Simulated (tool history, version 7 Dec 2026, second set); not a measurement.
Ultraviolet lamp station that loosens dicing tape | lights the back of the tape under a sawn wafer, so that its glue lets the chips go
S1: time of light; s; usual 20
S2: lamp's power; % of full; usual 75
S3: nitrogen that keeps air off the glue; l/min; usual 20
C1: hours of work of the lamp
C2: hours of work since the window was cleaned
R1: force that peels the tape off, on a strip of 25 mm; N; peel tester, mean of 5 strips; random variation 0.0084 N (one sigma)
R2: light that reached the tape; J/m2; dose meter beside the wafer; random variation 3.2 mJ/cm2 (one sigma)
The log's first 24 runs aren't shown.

run	hour	S1	S2	S3	C1	C2	R1	R2
25	1496.2	39	91	26	734	263	0.075	8450
26	1540.9	20	75	31	760	289	0.638	3550
27	1613.7	20	75	31	802	332	0.674	3360
# hour 1665.8: lamp changed
28	1669.7	20	75	31	2	363	0.363	4260
29	1744.2	23	63	17	45	407	0.654	4010
30	1782.8	18	82	6	68	429	1.349	4030
# hour 1816.6: window cleaned of glue's vapour
31	1867.9	14	75	13	117	30	1.255	3270
32	1940.2	13	75	13	159	72	1.512	2960
33	2005.6	13	75	13	197	110	1.586	2860
34	2079.2	11	64	24	239	152	2.085	2040
35	2139.5	11	64	24	274	187	2.273	1970
36	2204.6	11	64	24	312	225	2.29	1970
37	2287.1	11	64	24	360	273	2.332	1900
38	2354	25	81	7	399	312	0.643	5290
39	2406.8	13	67	7	429	342	3.108	2260
40	2463.1	17	75	20	462	375	1.009	3230
41	2532.2	17	75	20	502	415	1.036	3070
42	2581.5	17	75	20	531	443	1.163	3020
# hour 2590.8: window cleaned of glue's vapour
43	2633.8	17	75	20	561	25	0.812	3490
44	2672.6	17	75	20	583	47	0.877	3430

Forecast each of these 3 alternatives for the next run:
A	2733	20	83	19	618	82	?	?
B	2733	20	97	9	618	82	?	?
C	2733	20	75	15	618	82	?	?

run	R1	R2
A	0.471	4390
B	0.566	5130
C	0.759	3950
Without the tool's hidden state the same runs would have given:
run	R1	R2
A	0.254	5420
B	0.314	6340
C	0.432	4880

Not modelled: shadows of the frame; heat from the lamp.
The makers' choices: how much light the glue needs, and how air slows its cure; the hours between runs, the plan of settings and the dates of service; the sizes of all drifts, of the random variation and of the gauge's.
